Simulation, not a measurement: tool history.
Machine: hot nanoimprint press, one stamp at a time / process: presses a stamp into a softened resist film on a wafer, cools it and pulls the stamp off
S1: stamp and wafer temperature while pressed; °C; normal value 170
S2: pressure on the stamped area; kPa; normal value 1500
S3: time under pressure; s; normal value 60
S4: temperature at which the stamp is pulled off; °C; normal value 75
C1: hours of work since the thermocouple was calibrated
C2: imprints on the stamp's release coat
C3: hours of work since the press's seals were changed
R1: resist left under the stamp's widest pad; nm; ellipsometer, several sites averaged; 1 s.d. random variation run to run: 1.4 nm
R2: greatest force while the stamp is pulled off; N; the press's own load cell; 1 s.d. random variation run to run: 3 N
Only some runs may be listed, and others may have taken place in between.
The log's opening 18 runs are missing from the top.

run	hour	S1	S2	S3	S4	C1	C2	C3	R1	R2
19	603.6	170	1500	101	75	32	510	900	330.1	203
20	625.4	173	1370	69	68	43	594	912	345.9	241
21	653.5	175	1650	37	68	59	702	927	363.9	247
# hour 691.2: stamp cleaned and given a new release coat
22	692.8	175	1650	37	68	77	6	945	365.9	225
23	718.6	168	1370	38	81	91	106	959	493.1	156
24	758.4	160	1790	31	70	112	259	981	592.7	218
25	785.9	160	1260	116	70	127	365	996	499.2	213
26	830.1	167	1370	60	75	151	535	1019	451.4	200
27	859.2	167	1370	60	75	167	647	1035	452.2	206
# hour 877.8: press's hydraulic seals changed and the load cell set to zero
28	888.9	167	1370	60	75	179	731	6	445.2	202
29	908.7	179	1080	60	72	189	807	17	309.0	219
# hour 919.2: stamp cleaned and given a new release coat
30	944.6	170	1500	97	75	206	98	33	325.2	190

What if the next run were any one of these 4? Each begins from the tool's condition after run 30:
A	981.0	179	1500	60	60	225	238	53	?	?
B	981.0	161	1500	60	75	225	238	53	?	?
C	981.0	179	2020	97	80	225	238	53	?	?
D	981.0	170	1500	31	61	225	238	53	?	?

run	R1	R2
A	262.7	256
B	530.4	186
C	185.2	161
D	464.6	260
Without the tool's hidden state the same runs would have given:
run	R1	R2
A	266.0	248
B	535.3	181
C	187.4	157
D	469.3	252
